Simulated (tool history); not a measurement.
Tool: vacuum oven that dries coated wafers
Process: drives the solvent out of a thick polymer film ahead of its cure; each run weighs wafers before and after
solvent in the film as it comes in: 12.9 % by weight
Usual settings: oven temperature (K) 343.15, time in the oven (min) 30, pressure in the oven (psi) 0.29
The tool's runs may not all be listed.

run   hour  oven temperature (K)  time in the oven (min)  pressure in the oven (psi)  solvent left in the film (%)
  1      0                343.15                      30                        0.29                          1.79
  2   28.1                343.15                      30                        0.29                          1.68
  3   53.5                343.15                      30                        0.29                          1.73
  4     83                343.15                      28                        0.29                          1.92
  5  100.3                343.15                      28                        0.29                          1.91
  6  126.6                343.15                      28                        0.29                          1.91
  7  153.3                343.15                      30                        0.29                          1.71
  8  167.1                343.15                      30                        0.29                          1.72
  9  191.4                332.15                      30                        0.29                          3.91
 10  208.4                343.15                      30                        0.29                          1.67
 11  222.6                335.15                      30                        0.29                          3.28
 12  241.7                343.15                      30                        0.29                          1.74
 13  270.9                343.15                      30                        0.29                          1.75
 14  299.2                343.15                      30                        0.29                          1.71
 15  320.1                343.15                      30                        0.29                          1.74
 16  347.7                343.15                      30                        0.29                          1.74
 17  370.2                343.15                      30                        0.29                          1.76
 18  386.4                343.15                      30                        0.29                           1.7
 19  416.2                343.15                      30                        0.29                          1.75
     427.9  -- vacuum gauge cleaned of residue and calibrated
 20  434.7                343.15                      30                        0.29                          1.67
 21  461.2                343.15                      30                        0.29                          1.75
 22  481.7                343.15                      30                        0.29                          1.76
 23  504.5                343.15                      30                        0.29                          1.74
 24  529.1                342.15                      33                         0.6                          2.27
 25  556.7                336.15                      33                       0.663                          3.63
 26  577.7                336.15                      47                       0.663                          2.73
 27    598                333.15                      54                       0.278                          2.01
 28  612.1                333.15                      54                       0.278                           1.9
 29    635                333.15                      54                       0.278                          1.95
 30  662.5                333.15                      54                       0.278                          1.89
 31  679.7                329.15                      28                       0.294                          4.93
 32  693.2                351.15                      38                       0.437                          0.77
 33  709.4                351.15                      38                       0.437                           0.8
 34  735.8                355.15                      20                       0.245                          0.93
 35  758.1                356.15                      30                       0.361                          0.56
 36  776.2                340.15                      16                       0.302                          4.39
 37  796.2                340.15                      16                       0.302                          4.37
     809.6  -- oven's thermocouples calibrated
 38  817.6                340.15                      16                       0.218                          4.21
 39  845.7                334.15                      28                       0.294                          3.73
 40    860                329.15                      17                       0.149                          6.27
 41  876.6                330.15                      17                       0.406                          6.58
 42  898.9                330.15                      17                       0.406                          6.62
 43  922.4                350.15                      51                       1.023                          1.63
 44  953.3                343.15                      48                       0.165                          0.63
 45  977.9                342.15                      39                       1.025                           2.8
 46   1005                347.15                      40                       0.451                          1.04

Forecast each of these 5 alternatives for the next run:
  A  1031.6                353.15                      40                        0.16                             ?
  B  1031.6                348.15                      39                       0.451                             ?
  C  1031.6                339.15                      30                        0.29                             ?
  D  1031.6                335.15                      35                       0.451                             ?
  E  1031.6                343.15                      30                       0.155                             ?

run  solvent left in the film (%)
  A                          0.31
  B                          1.04
  C                          2.34
  D                          3.23
  E                          1.45
Without the tool's hidden state the same runs would have given:
run  solvent left in the film (%)
  A                          0.31
  B                          1.04
  C                          2.34
  D                          3.23
  E                          1.45
